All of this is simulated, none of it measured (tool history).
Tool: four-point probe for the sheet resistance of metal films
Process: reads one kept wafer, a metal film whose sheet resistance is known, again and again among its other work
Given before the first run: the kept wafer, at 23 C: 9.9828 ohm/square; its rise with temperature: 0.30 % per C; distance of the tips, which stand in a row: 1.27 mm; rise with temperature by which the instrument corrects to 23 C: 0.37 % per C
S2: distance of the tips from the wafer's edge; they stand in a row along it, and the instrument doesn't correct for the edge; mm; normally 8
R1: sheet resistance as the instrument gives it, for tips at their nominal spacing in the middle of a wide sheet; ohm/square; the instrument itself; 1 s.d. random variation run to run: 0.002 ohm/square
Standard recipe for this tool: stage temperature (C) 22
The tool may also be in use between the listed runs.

Run 1, day 0: usual settings. Result: R1 10.12193 ohm/square.
Run 2, day 1.321: usual settings but stage temperature (C) 19. Result: R1 10.142749 ohm/square.
Run 3, day 2.171: usual settings but stage temperature (C) 19, S2 12 mm. Result: R1 10.067796 ohm/square.
Run 4, day 3.25: usual settings but S2 24 mm. Result: R1 10.002307 ohm/square.
Run 5, day 4.512: usual settings but stage temperature (C) 27. Result: R1 10.092837 ohm/square.
Run 6, day 5.458: usual settings but stage temperature (C) 27. Result: R1 10.095634 ohm/square.
Run 7, day 6.712: usual settings but stage temperature (C) 26. Result: R1 10.097406 ohm/square.
Run 8, day 7.788: usual settings but stage temperature (C) 26, S2 5 mm. Result: R1 10.298771 ohm/square.
Run 9, day 9.062: usual settings. Result: R1 10.120254 ohm/square.
Run 10, day 10.142: usual settings. Result: R1 10.124228 ohm/square.
Run 11, day 11.542: usual settings but S2 6 mm. Result: R1 10.218673 ohm/square.
Run 12, day 12.854: usual settings. Result: R1 10.11749 ohm/square.
Run 13, day 14.221: usual settings. Result: R1 10.116155 ohm/square.
Run 14, day 15.533: usual settings but stage temperature (C) 25. Result: R1 10.094846 ohm/square.
Run 15, day 16.671: usual settings but stage temperature (C) 25. Result: R1 10.097677 ohm/square.
Run 16, day 17.8: usual settings but stage temperature (C) 25, S2 4 mm. Result: R1 10.472612 ohm/square.
Run 17, day 18.779: usual settings but S2 14 mm. Result: R1 10.024211 ohm/square.
Run 18, day 20.271: usual settings. Result: R1 10.112771 ohm/square.
Run 19, day 21.312: usual settings. Result: R1 10.112997 ohm/square.
Run 20, day 22.604: usual settings. Result: R1 10.115378 ohm/square.
Run 21, day 23.854: usual settings. Result: R1 10.113869 ohm/square.
Run 22, day 24.792: usual settings. Result: R1 10.113457 ohm/square.
Run 23, day 25.746: usual settings. Result: R1 10.113755 ohm/square.
Run 24, day 26.896: usual settings but stage temperature (C) 29, S2 67 mm. Result: R1 9.937765 ohm/square.
Run 25, day 28.1: usual settings but stage temperature (C) 29, S2 67 mm. Result: R1 9.934993 ohm/square.
Run 26, day 29.171: usual settings but stage temperature (C) 34, S2 6 mm. Result: R1 10.140631 ohm/square.
Run 27, day 30.254: usual settings but stage temperature (C) 31, S2 28 mm. Result: R1 9.932756 ohm/square.
Run 28, day 31.2: usual settings but stage temperature (C) 25, S2 20 mm. Result: R1 9.980362 ohm/square.
Run 29, day 32.212: usual settings but stage temperature (C) 25, S2 7 mm. Result: R1 10.133322 ohm/square.
Run 30, day 33.283: usual settings but stage temperature (C) 32, S2 25 mm. Result: R1 9.930809 ohm/square.
Run 31, day 34.425: usual settings but stage temperature (C) 19, S2 53 mm. Result: R1 9.998163 ohm/square.
Run 32, day 35.5: usual settings but stage temperature (C) 21, S2 9 mm. Result: R1 10.08474 ohm/square.
Run 33, day 36.929: usual settings but stage temperature (C) 26, S2 36 mm. Result: R1 9.955884 ohm/square.
Run 34, day 37.696: usual settings but stage temperature (C) 35, S2 47 mm. Result: R1 9.901889 ohm/square.
Run 35, day 38.808: usual settings but stage temperature (C) 35, S2 47 mm. Result: R1 9.899174 ohm/square.
Run 36, day 40.196: usual settings but stage temperature (C) 35, S2 47 mm. Result: R1 9.898349 ohm/square.
Run 37, day 41.571: usual settings but stage temperature (C) 35, S2 47 mm. Result: R1 9.900198 ohm/square.
Run 38, day 42.554: usual settings but stage temperature (C) 35, S2 47 mm. Result: R1 9.900786 ohm/square.
Run 39, day 44.058: usual settings but S2 5 mm. Result: R1 10.308721 ohm/square.
Run 40, day 44.962: usual settings but S2 5 mm. Result: R1 10.307155 ohm/square.
Run 41, day 46.358: usual settings but S2 66 mm. Result: R1 9.974805 ohm/square.
Run 42, day 47.817: usual settings but stage temperature (C) 19, S2 25 mm. Result: R1 10.000731 ohm/square.
Run 43, day 49.092: usual settings but stage temperature (C) 27, S2 45 mm. Result: R1 9.945521 ohm/square.
Run 44, day 50.362: usual settings but stage temperature (C) 27, S2 45 mm. Result: R1 9.946838 ohm/square.
Run 45, day 51.225: usual settings but stage temperature (C) 19, S2 5 mm. Result: R1 10.327081 ohm/square.
Run 46, day 52.25: usual settings but stage temperature (C) 28, S2 53 mm. Result: R1 9.93892 ohm/square.

Removed from this log: 1 entry logged between the listed runs. Between which two listed runs does each belong, and how does the tool's hidden state at the listed run before it compare with that at the listed run after it?
Run 13 -> run 14: stage's thermometer calibrated (day 14.454)
  inner tips' distance over the nominal, %: -0.079 -> -0.084; tips' flats over new ones', %: 34 -> 35; wafer's true temperature over the reading, C: 0.19 -> 0.04
  measured value less the no-hidden-state value, R1: -0.002748 -> -0.007985 ohm/square
